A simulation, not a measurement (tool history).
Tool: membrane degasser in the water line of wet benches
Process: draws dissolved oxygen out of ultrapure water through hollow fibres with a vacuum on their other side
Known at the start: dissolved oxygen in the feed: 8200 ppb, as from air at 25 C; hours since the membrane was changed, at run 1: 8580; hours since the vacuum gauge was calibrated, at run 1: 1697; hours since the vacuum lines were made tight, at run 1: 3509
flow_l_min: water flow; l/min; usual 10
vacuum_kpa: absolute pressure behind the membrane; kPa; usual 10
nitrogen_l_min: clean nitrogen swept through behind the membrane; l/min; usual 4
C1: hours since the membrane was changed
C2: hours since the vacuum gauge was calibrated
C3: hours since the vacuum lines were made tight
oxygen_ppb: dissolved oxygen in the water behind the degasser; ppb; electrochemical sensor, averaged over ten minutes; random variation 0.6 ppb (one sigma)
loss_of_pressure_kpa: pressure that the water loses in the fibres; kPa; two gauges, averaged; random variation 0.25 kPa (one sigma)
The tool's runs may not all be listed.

{"run": 1, "hour": 0.0, "flow_l_min": 10, "vacuum_kpa": 10, "nitrogen_l_min": 4, "C1": 8580, "C2": 1697, "C3": 3509, "oxygen_ppb": 59.9, "loss_of_pressure_kpa": 73.8}
{"run": 2, "hour": 96.3, "flow_l_min": 10, "vacuum_kpa": 10, "nitrogen_l_min": 4, "C1": 8676, "C2": 1793, "C3": 3605, "oxygen_ppb": 59.7, "loss_of_pressure_kpa": 73.72}
{"run": 3, "hour": 225.7, "flow_l_min": 10, "vacuum_kpa": 10, "nitrogen_l_min": 4, "C1": 8806, "C2": 1923, "C3": 3735, "oxygen_ppb": 58.7, "loss_of_pressure_kpa": 73.95}
{"run": 4, "hour": 429.3, "flow_l_min": 10, "vacuum_kpa": 10, "nitrogen_l_min": 4, "C1": 9009, "C2": 2126, "C3": 3938, "oxygen_ppb": 60.8, "loss_of_pressure_kpa": 73.97}
{"run": 5, "hour": 580.2, "flow_l_min": 10, "vacuum_kpa": 7.2, "nitrogen_l_min": 4, "C1": 9160, "C2": 2277, "C3": 4089, "oxygen_ppb": 44.5, "loss_of_pressure_kpa": 73.78}
{"run": 6, "hour": 681.2, "flow_l_min": 10, "vacuum_kpa": 10, "nitrogen_l_min": 10.49, "C1": 9261, "C2": 2378, "C3": 4190, "oxygen_ppb": 34.5, "loss_of_pressure_kpa": 74.57}
{"run": 7, "hour": 828.9, "flow_l_min": 10, "vacuum_kpa": 10, "nitrogen_l_min": 10.49, "C1": 9409, "C2": 2526, "C3": 4338, "oxygen_ppb": 35.8, "loss_of_pressure_kpa": 74.48}
{"run": 8, "hour": 1019.6, "flow_l_min": 10, "vacuum_kpa": 10, "nitrogen_l_min": 10.49, "C1": 9599, "C2": 2716, "C3": 4529, "oxygen_ppb": 35.6, "loss_of_pressure_kpa": 74.42}
{"run": 9, "hour": 1179.9, "flow_l_min": 7, "vacuum_kpa": 10, "nitrogen_l_min": 4, "C1": 9760, "C2": 2877, "C3": 4689, "oxygen_ppb": 34.8, "loss_of_pressure_kpa": 52.34}
{"run": 10, "hour": 1304.7, "flow_l_min": 10, "vacuum_kpa": 10, "nitrogen_l_min": 4, "C1": 9885, "C2": 3002, "C3": 4814, "oxygen_ppb": 62.6, "loss_of_pressure_kpa": 75.25}
{"run": 11, "hour": 1417.0, "flow_l_min": 10, "vacuum_kpa": 10, "nitrogen_l_min": 4, "C1": 9997, "C2": 3114, "C3": 4926, "oxygen_ppb": 61, "loss_of_pressure_kpa": 74.96}
{"run": 12, "hour": 1546.2, "flow_l_min": 10, "vacuum_kpa": 10, "nitrogen_l_min": 7.43, "C1": 10126, "C2": 3243, "C3": 5055, "oxygen_ppb": 43.4, "loss_of_pressure_kpa": 75.07}
{"run": 13, "hour": 1652.5, "flow_l_min": 10, "vacuum_kpa": 10, "nitrogen_l_min": 4, "C1": 10232, "C2": 3349, "C3": 5162, "oxygen_ppb": 62.3, "loss_of_pressure_kpa": 75.14}
{"run": 14, "hour": 1786.1, "flow_l_min": 10, "vacuum_kpa": 10, "nitrogen_l_min": 4, "C1": 10366, "C2": 3483, "C3": 5295, "oxygen_ppb": 62.6, "loss_of_pressure_kpa": 74.93}
{"run": 15, "hour": 1950.9, "flow_l_min": 10, "vacuum_kpa": 10, "nitrogen_l_min": 4, "C1": 10531, "C2": 3648, "C3": 5460, "oxygen_ppb": 63.6, "loss_of_pressure_kpa": 75.25}
{"run": 16, "hour": 2136.2, "flow_l_min": 10, "vacuum_kpa": 8.6, "nitrogen_l_min": 4, "C1": 10716, "C2": 3833, "C3": 5645, "oxygen_ppb": 54.2, "loss_of_pressure_kpa": 75}
{"run": 17, "hour": 2273.3, "flow_l_min": 9, "vacuum_kpa": 10, "nitrogen_l_min": 4, "C1": 10853, "C2": 3970, "C3": 5782, "oxygen_ppb": 52.5, "loss_of_pressure_kpa": 68.05}
{"run": 18, "hour": 2489.3, "flow_l_min": 6, "vacuum_kpa": 16.2, "nitrogen_l_min": 1.82, "C1": 11069, "C2": 4186, "C3": 5998, "oxygen_ppb": 112.9, "loss_of_pressure_kpa": 45.22}
{"run": 19, "hour": 2688.5, "flow_l_min": 11, "vacuum_kpa": 10, "nitrogen_l_min": 11.38, "C1": 11268, "C2": 4385, "C3": 6198, "oxygen_ppb": 46.7, "loss_of_pressure_kpa": 82.76}
{"run": 20, "hour": 2838.0, "flow_l_min": 8, "vacuum_kpa": 13.5, "nitrogen_l_min": 5.52, "C1": 11418, "C2": 4535, "C3": 6347, "oxygen_ppb": 46.1, "loss_of_pressure_kpa": 60.82}
{"run": 21, "hour": 2938.6, "flow_l_min": 12, "vacuum_kpa": 11.8, "nitrogen_l_min": 3.49, "C1": 11519, "C2": 4636, "C3": 6448, "oxygen_ppb": 117.6, "loss_of_pressure_kpa": 91.15}
{"run": 22, "hour": 3150.2, "flow_l_min": 8, "vacuum_kpa": 10, "nitrogen_l_min": 4, "C1": 11730, "C2": 4847, "C3": 6659, "oxygen_ppb": 43.7, "loss_of_pressure_kpa": 60.46}
{"run": 23, "hour": 3352.4, "flow_l_min": 8, "vacuum_kpa": 6.1, "nitrogen_l_min": 4, "C1": 11932, "C2": 5049, "C3": 6861, "oxygen_ppb": 23.8, "loss_of_pressure_kpa": 61.11}
{"hour": 3446.0, "done": "vacuum gauge calibrated"}
{"run": 24, "hour": 3578.2, "flow_l_min": 8, "vacuum_kpa": 14.6, "nitrogen_l_min": 2.28, "C1": 12158, "C2": 132, "C3": 7087, "oxygen_ppb": 109.2, "loss_of_pressure_kpa": 60.88}
{"run": 25, "hour": 3800.2, "flow_l_min": 8, "vacuum_kpa": 14.6, "nitrogen_l_min": 2.28, "C1": 12380, "C2": 354, "C3": 7309, "oxygen_ppb": 110.7, "loss_of_pressure_kpa": 61.54}
{"run": 26, "hour": 3975.1, "flow_l_min": 8, "vacuum_kpa": 14.6, "nitrogen_l_min": 4.95, "C1": 12554, "C2": 529, "C3": 7484, "oxygen_ppb": 55.5, "loss_of_pressure_kpa": 61.93}
{"run": 27, "hour": 4096.1, "flow_l_min": 8, "vacuum_kpa": 14.6, "nitrogen_l_min": 4.95, "C1": 12675, "C2": 650, "C3": 7605, "oxygen_ppb": 56.1, "loss_of_pressure_kpa": 61.3}
{"run": 28, "hour": 4201.8, "flow_l_min": 15, "vacuum_kpa": 7, "nitrogen_l_min": 4, "C1": 12781, "C2": 756, "C3": 7710, "oxygen_ppb": 126.5, "loss_of_pressure_kpa": 115.47}
{"run": 29, "hour": 4314.7, "flow_l_min": 15, "vacuum_kpa": 6.6, "nitrogen_l_min": 2.63, "C1": 12894, "C2": 869, "C3": 7823, "oxygen_ppb": 140.5, "loss_of_pressure_kpa": 115.23}

Hidden state or all else? Some run-to-run changes of oxygen_ppb, split into what the settings, what came in and random variation would give without the hidden state, and what is left for the hidden state (with any gauge scatter that isn't in both results):
The hidden state here: membrane still open, %; true pressure behind the membrane over the reading, kPa; air that leaks in behind the membrane, l/min; drift of the gauge itself on oxygen_ppb, %; drift of the gauge itself on loss_of_pressure_kpa, %.
Run 20 -> 21: flow_l_min 8 -> 12, vacuum_kpa 13.5 -> 11.8, nitrogen_l_min 5.52 -> 3.49. oxygen_ppb +71.5 ppb: hidden state +16.5, all else +55.
Run 21 -> 22: flow_l_min 12 -> 8, vacuum_kpa 11.8 -> 10, nitrogen_l_min 3.49 -> 4. oxygen_ppb -73.9 ppb: hidden state -16.1, all else -57.8.
Run 23 -> 24: vacuum_kpa 6.1 -> 14.6, nitrogen_l_min 4 -> 2.28, vacuum gauge calibrated. oxygen_ppb +85.4 ppb: hidden state +2.1, all else +83.3.
Run 27 -> 28: flow_l_min 8 -> 15, vacuum_kpa 14.6 -> 7, nitrogen_l_min 4.95 -> 4. oxygen_ppb +70.4 ppb: hidden state +35.8, all else +34.6.
